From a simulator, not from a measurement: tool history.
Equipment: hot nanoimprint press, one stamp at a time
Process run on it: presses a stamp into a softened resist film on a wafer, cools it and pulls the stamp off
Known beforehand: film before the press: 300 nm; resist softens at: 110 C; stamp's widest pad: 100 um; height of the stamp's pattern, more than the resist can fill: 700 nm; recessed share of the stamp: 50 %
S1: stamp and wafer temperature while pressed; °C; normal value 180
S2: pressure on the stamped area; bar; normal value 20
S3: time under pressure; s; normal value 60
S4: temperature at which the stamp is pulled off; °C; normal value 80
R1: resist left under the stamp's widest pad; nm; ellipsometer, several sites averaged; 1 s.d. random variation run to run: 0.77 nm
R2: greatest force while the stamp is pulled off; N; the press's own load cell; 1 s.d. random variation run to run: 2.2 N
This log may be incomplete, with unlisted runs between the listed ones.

{"run": 1, "hour": 0.0, "S1": 180, "S2": 20, "S3": 60, "S4": 80, "R1": 159.7, "R2": 135}
{"run": 2, "hour": 92.2, "S1": 180, "S2": 20, "S3": 60, "S4": 80, "R1": 159.4, "R2": 134}
{"run": 3, "hour": 171.0, "S1": 180, "S2": 20, "S3": 60, "S4": 80, "R1": 158.1, "R2": 140}
{"run": 4, "hour": 248.6, "S1": 180, "S2": 13.3, "S3": 60, "S4": 80, "R1": 186.3, "R2": 138}
{"run": 5, "hour": 297.8, "S1": 180, "S2": 20, "S3": 60, "S4": 80, "R1": 156.6, "R2": 145}
{"run": 6, "hour": 382.9, "S1": 180, "S2": 20, "S3": 60, "S4": 80, "R1": 155.9, "R2": 144}
{"run": 7, "hour": 442.6, "S1": 180, "S2": 20, "S3": 60, "S4": 80, "R1": 163.4, "R2": 153}
{"run": 8, "hour": 491.9, "S1": 180, "S2": 20, "S3": 60, "S4": 80, "R1": 162.9, "R2": 101}
{"run": 9, "hour": 552.6, "S1": 169, "S2": 20, "S3": 60, "S4": 80, "R1": 235.3, "R2": 100}
{"run": 10, "hour": 623.9, "S1": 177, "S2": 20, "S3": 60, "S4": 80, "R1": 180.1, "R2": 103}
{"run": 11, "hour": 714.4, "S1": 177, "S2": 20, "S3": 60, "S4": 80, "R1": 179.3, "R2": 110}
{"run": 12, "hour": 783.5, "S1": 177, "S2": 20, "S3": 60, "S4": 80, "R1": 179.2, "R2": 111}
{"run": 13, "hour": 844.9, "S1": 177, "S2": 20, "S3": 60, "S4": 84, "R1": 180.7, "R2": 111}
{"run": 14, "hour": 946.1, "S1": 177, "S2": 20, "S3": 60, "S4": 84, "R1": 179.9, "R2": 113}
{"run": 15, "hour": 1033.8, "S1": 177, "S2": 20, "S3": 60, "S4": 84, "R1": 177.1, "R2": 120}
{"run": 16, "hour": 1127.2, "S1": 177, "S2": 20, "S3": 60, "S4": 84, "R1": 175.7, "R2": 124}
{"run": 17, "hour": 1227.9, "S1": 177, "S2": 20, "S3": 60, "S4": 84, "R1": 177.4, "R2": 131}
{"run": 18, "hour": 1302.6, "S1": 177, "S2": 12.5, "S3": 31, "S4": 71, "R1": 242.8, "R2": 152}
{"run": 19, "hour": 1347.1, "S1": 177, "S2": 12.5, "S3": 31, "S4": 71, "R1": 242.1, "R2": 161}
{"run": 20, "hour": 1430.9, "S1": 177, "S2": 12.1, "S3": 31, "S4": 71, "R1": 241.7, "R2": 167}
{"run": 21, "hour": 1501.1, "S1": 177, "S2": 12.1, "S3": 31, "S4": 71, "R1": 238.6, "R2": 165}
{"run": 22, "hour": 1592.9, "S1": 177, "S2": 12.1, "S3": 31, "S4": 71, "R1": 243.4, "R2": 110}
{"run": 23, "hour": 1676.3, "S1": 172, "S2": 12.1, "S3": 44, "S4": 82, "R1": 256.1, "R2": 105}
{"run": 24, "hour": 1755.7, "S1": 172, "S2": 12.1, "S3": 44, "S4": 82, "R1": 254.6, "R2": 103}
{"run": 25, "hour": 1842.7, "S1": 180, "S2": 12.9, "S3": 59, "S4": 80, "R1": 189, "R2": 111}
{"run": 26, "hour": 1907.9, "S1": 180, "S2": 20, "S3": 100, "S4": 82, "R1": 132.2, "R2": 108}
{"run": 27, "hour": 1984.2, "S1": 182, "S2": 20, "S3": 47, "S4": 81, "R1": 156.7, "R2": 115}
{"run": 28, "hour": 2055.0, "S1": 182, "S2": 20, "S3": 47, "S4": 81, "R1": 162.5, "R2": 120}
{"run": 29, "hour": 2110.0, "S1": 182, "S2": 20, "S3": 47, "S4": 81, "R1": 160.8, "R2": 117}
{"run": 30, "hour": 2193.0, "S1": 183, "S2": 20, "S3": 60, "S4": 68, "R1": 143.2, "R2": 150}

Put back what was entered between runs (8 entries, withheld): which listed runs does each sit between, and how does the hidden state differ from the listed run before to the listed run after?
Run 6 -> run 7: plate thermocouple calibrated (hour 401.3)
  true temperature over the reading, C: 0.83 -> -0.22; pressure that arrives at the usual setting, %: 98.51 -> 98.3; grip of the stamp's worn release coat, % over a new coat's: 50.4 -> 53.4
  difference, measured minus the result without the unlogged condition, R1: -4.2 -> +2.6 nm; R2: +48 -> +54 N
Run 7 -> run 8: stamp cleaned and given a new release coat (hour 489.5)
  true temperature over the reading, C: -0.22 -> -0.12; pressure that arrives at the usual setting, %: 98.3 -> 98.16; grip of the stamp's worn release coat, % over a new coat's: 53.4 -> 0.1
  difference, measured minus the result without the unlogged condition, R1: +2.6 -> +2.1 nm; R2: +54 -> +0 N
Run 12 -> run 13: plate thermocouple calibrated (hour 812)
  true temperature over the reading, C: 0.52 -> 0.24; pressure that arrives at the usual setting, %: 97.2 -> 97; grip of the stamp's worn release coat, % over a new coat's: 14.7 -> 17.6
  difference, measured minus the result without the unlogged condition, R1: -1.5 -> +0.6 nm; R2: +13 -> +17 N
Run 16 -> run 17: press's hydraulic seals changed and the load cell set to zero (hour 1146.7); plate thermocouple calibrated (hour 1222.5)
  true temperature over the reading, C: 0.85 -> 0.13; pressure that arrives at the usual setting, %: 96.02 -> 99.71; grip of the stamp's worn release coat, % over a new coat's: 32.1 -> 36.8
  difference, measured minus the result without the unlogged condition, R1: -2.7 -> -0.7 nm; R2: +29 -> +35 N
Run 21 -> run 22: stamp cleaned and given a new release coat (hour 1591.7)
  true temperature over the reading, C: 0.7 -> 0.89; pressure that arrives at the usual setting, %: 98.73 -> 98.45; grip of the stamp's worn release coat, % over a new coat's: 51.2 -> 0
  difference, measured minus the result without the unlogged condition, R1: -3.1 -> -4 nm; R2: +55 -> -1 N
Run 22 -> run 23: plate thermocouple calibrated (hour 1632.9)
  true temperature over the reading, C: 0.89 -> 0.25; pressure that arrives at the usual setting, %: 98.45 -> 98.15; grip of the stamp's worn release coat, % over a new coat's: 0 -> 4
  difference, measured minus the result without the unlogged condition, R1: -4 -> -0.7 nm; R2: -1 -> +4 N
Run 27 -> run 28: plate thermocouple calibrated (hour 2036.1)
  true temperature over the reading, C: 0.93 -> -0.05; pressure that arrives at the usual setting, %: 97.11 -> 96.89; grip of the stamp's worn release coat, % over a new coat's: 19.5 -> 23
  difference, measured minus the result without the unlogged condition, R1: -3.7 -> +2.6 nm; R2: +18 -> +22 N

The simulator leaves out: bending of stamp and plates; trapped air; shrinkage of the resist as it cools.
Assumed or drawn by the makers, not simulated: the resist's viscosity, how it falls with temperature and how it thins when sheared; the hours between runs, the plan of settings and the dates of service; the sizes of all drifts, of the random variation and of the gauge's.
